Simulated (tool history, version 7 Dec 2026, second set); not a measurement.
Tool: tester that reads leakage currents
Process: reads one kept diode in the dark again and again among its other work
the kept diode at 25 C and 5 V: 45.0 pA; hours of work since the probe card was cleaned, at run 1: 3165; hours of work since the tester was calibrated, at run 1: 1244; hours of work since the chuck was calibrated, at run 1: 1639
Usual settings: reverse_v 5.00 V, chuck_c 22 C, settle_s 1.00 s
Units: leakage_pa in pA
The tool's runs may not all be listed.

| run | day | reverse_v | chuck_c | settle_s | hours of work since the probe card was cleaned | hours of work since the tester was calibrated | hours of work since the chuck was calibrated | leakage_pa |
|---|---|---|---|---|---|---|---|---|
| 1 | 0.000 | 5.00 | 22 | 1.00 | 3165 | 1244 | 1639 | 50.65 |
|  | 2.267 | chuck's temperature calibrated |
| 2 | 8.679 | 5.00 | 22 | 1.00 | 3280 | 1360 | 86 | 44.84 |
| 3 | 14.592 | 5.00 | 22 | 1.00 | 3360 | 1439 | 165 | 45.19 |
| 4 | 21.362 | 1.09 | 22 | 1.00 | 3451 | 1530 | 256 | 23.86 |
| 5 | 25.925 | 1.09 | 22 | 1.00 | 3512 | 1591 | 318 | 24.00 |
|  | 31.517 | probe card cleaned and baked |
| 6 | 34.558 | 5.00 | 22 | 1.00 | 41 | 1705 | 432 | 38.52 |
| 7 | 40.304 | 5.00 | 22 | 1.00 | 118 | 1783 | 509 | 38.99 |
| 8 | 48.471 | 5.00 | 22 | 1.00 | 228 | 1892 | 619 | 39.79 |
| 9 | 57.296 | 5.00 | 22 | 1.00 | 346 | 2011 | 737 | 40.55 |
| 10 | 64.371 | 5.00 | 22 | 1.00 | 441 | 2106 | 832 | 40.82 |
| 11 | 72.896 | 2.80 | 42 | 5.93 | 555 | 2220 | 947 | 164.15 |
| 12 | 81.662 | 2.80 | 42 | 5.93 | 673 | 2338 | 1064 | 166.13 |
| 13 | 87.554 | 3.52 | 23 | 5.93 | 752 | 2417 | 1143 | 39.66 |
|  | 88.608 | tester calibrated |
| 14 | 96.875 | 3.52 | 23 | 5.93 | 876 | 111 | 1267 | 40.67 |

The next listed run, before its measurement:
| 15 | 107.325 | 3.52 | 23 | 5.93 | 1017 | 251 | 1408 | ? |

leakage_pa: 41.23 pA
Without the tool's hidden state the same run would have given leakage_pa 33.95 pA.

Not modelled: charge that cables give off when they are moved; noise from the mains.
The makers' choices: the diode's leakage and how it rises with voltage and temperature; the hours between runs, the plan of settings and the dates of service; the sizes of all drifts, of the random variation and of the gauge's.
